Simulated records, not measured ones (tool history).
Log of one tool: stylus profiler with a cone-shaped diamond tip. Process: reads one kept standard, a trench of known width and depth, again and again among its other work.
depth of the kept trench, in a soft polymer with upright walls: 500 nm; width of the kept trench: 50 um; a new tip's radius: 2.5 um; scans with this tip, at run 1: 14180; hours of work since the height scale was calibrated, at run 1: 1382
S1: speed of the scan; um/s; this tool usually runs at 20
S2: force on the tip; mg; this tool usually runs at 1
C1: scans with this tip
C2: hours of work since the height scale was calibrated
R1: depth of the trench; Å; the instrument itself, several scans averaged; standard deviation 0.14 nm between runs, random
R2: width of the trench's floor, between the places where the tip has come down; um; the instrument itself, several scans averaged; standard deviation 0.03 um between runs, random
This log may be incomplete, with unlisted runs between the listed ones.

run	hour	S1	S2	C1	C2	R1	R2
1	0	20	1	14180	1382	5022.5	44.89
2	76.1	20	1	14499	1413	5021.8	44.8
3	132.4	20	1	14734	1436	5021.6	44.81
4	186	20	1	14959	1458	5021.1	44.8
5	238.4	20	1	15178	1479	5024	44.73
6	308.4	20	1.37	15470	1508	5027.5	44.7
7	346.4	20	1.37	15629	1523	5028.5	44.69
8	426.4	20	2.79	15964	1556	5038.8	44.73
9	479.8	20	2.79	16187	1578	5036.9	44.73
10	554.5	20	2.79	16500	1608	5038.2	44.63
11	633.7	20	2.79	16831	1641	5036.5	44.63
12	700.9	20	1.15	17112	1668	5026.9	44.54
13	746	19	1.15	17301	1686	5026.2	44.56
# hour 754.1: height scale calibrated on a step standard
14	802.2	9	1.15	17534	20	5026.6	44.54
15	860.2	17	1.15	17776	43	5030.6	44.44
16	895.9	20	1	17925	58	5027.9	44.44
17	930.3	52	1	18070	72	5026	44.33
18	1009.2	52	1	18399	104	5027	44.25
19	1045.4	20	1	18551	119	5028.4	44.43
# hour 1108.3: height scale calibrated on a step standard, once more
20	1117.3	20	0.81	18850	4	5011.6	44.36
21	1176.2	7	1	19096	28	5015.1	44.39
22	1210.8	7	1	19240	42	5013.7	44.35
23	1270.9	7	1	19492	66	5015.5	44.31
24	1304.4	9	1	19632	80	5013.8	44.34
# hour 1345: new tip fitted, height scale calibrated
25	1372.9	9	1	117	11	5015.3	47.03
26	1407.9	46	0.88	263	26	5015.5	46.68
27	1485	50	0.42	586	57	5010.6	46.56
28	1521.6	5	0.42	739	72	5007.7	46.85
29	1559.7	27	1.05	898	88	5016.1	46.78
30	1599.6	27	1	1065	104	5016.7	46.69
31	1650.3	27	1	1277	124	5018	46.69
32	1725.5	27	1	1592	155	5017.9	46.55
33	1793.5	36	1.26	1876	183	5020.6	46.49
34	1835.7	7	1.52	2053	200	5020.4	46.6
35	1891.7	7	1	2287	223	5014.6	46.58

Expected results for the next run?
36	1964.5	27	0.37	2591	253	?	?

Run 36 measured R1 5012.4 Å, R2 46.32 um.
Without the tool's hidden state the same run would have given R1 5009.6 Å, R2 46.78 um.
